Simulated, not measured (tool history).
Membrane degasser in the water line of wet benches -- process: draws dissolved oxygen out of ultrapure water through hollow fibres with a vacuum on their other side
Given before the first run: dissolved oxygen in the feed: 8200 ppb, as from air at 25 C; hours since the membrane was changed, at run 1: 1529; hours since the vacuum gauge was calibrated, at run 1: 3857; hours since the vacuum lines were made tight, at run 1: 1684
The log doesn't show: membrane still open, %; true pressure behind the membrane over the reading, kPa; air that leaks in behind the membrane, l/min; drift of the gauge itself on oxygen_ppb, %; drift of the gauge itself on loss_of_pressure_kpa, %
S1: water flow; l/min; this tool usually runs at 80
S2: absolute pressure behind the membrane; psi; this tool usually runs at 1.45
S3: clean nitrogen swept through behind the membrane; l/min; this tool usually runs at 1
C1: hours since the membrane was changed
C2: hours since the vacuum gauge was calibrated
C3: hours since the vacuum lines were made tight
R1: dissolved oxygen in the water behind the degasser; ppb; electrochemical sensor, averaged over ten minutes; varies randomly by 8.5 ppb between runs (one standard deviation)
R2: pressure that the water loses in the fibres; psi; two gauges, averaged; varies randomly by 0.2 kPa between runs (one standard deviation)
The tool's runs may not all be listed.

run     day   S1    S2    S3    C1    C2    C3      R1      R2
  1       0   80  1.45     1  1529  3857  1684     886   6.447
  2   1.225   80  2.28     1  1558  3887  1714  1486.4    6.44
  3     3.2   80  2.28     1  1606  3934  1761  1517.6   6.461
  4    4.55   80  2.28  1.98  1638  3966  1793   952.7    6.47
  5   5.596   80  2.28  1.72  1663  3992  1819  1031.2   6.411
  6   7.517   80  1.45     1  1709  4038  1865   888.9   6.448
  7   9.254   80  1.45     1  1751  4079  1906   896.1   6.434
  8  10.538   80  1.45     1  1782  4110  1937     897   6.474
  9  11.775   80  1.45     1  1812  4140  1967     903   6.476
 10  12.983   80  1.45     1  1841  4169  1996   878.4   6.463
     13.171  -- vacuum gauge calibrated
 11  15.275  102  1.45  0.78  1895    51  2050  1221.7   8.211
 12  16.575  102  1.38  2.28  1926    82  2081     575   8.266
 13  18.758  102  1.38  2.28  1979   134  2134   584.4   8.245
 14  20.229  102  1.38  2.28  2014   169  2169   578.8   8.244
 15  22.362   52   1.2     1  2065   221  2220     521   4.253
 16  23.542   88  1.16  0.52  2093   249  2249  1031.9   7.116
     25.471  -- vacuum gauge calibrated, once more
 17  25.596  127  2.45  1.36  2142     3  2297  1740.6  10.257
 18  27.162   82  1.45  0.89  2180    41  2335   921.8   6.688
 19  29.188   68  0.88  0.57  2228    89  2384   473.6   5.556

Same runs, no hidden state in the tool, same run-to-run variation:
run      R1     R2
  1   846.7  6.298
  2  1452.7  6.287
  3  1482.7  6.305
  4   927.3  6.309
  5  1004.2  6.248
  6   847.8   6.28
  7   854.3  6.263
  8   854.8    6.3
  9   860.3  6.298
 10   836.5  6.282
 11  1143.1  7.976
 12   530.9  8.025
 13   539.1  7.997
 14   533.7  7.993
 15   472.7  4.121
 16   936.9  6.889
 17  1740.4  9.923
 18   922.3  6.469
 19   473.4  5.371
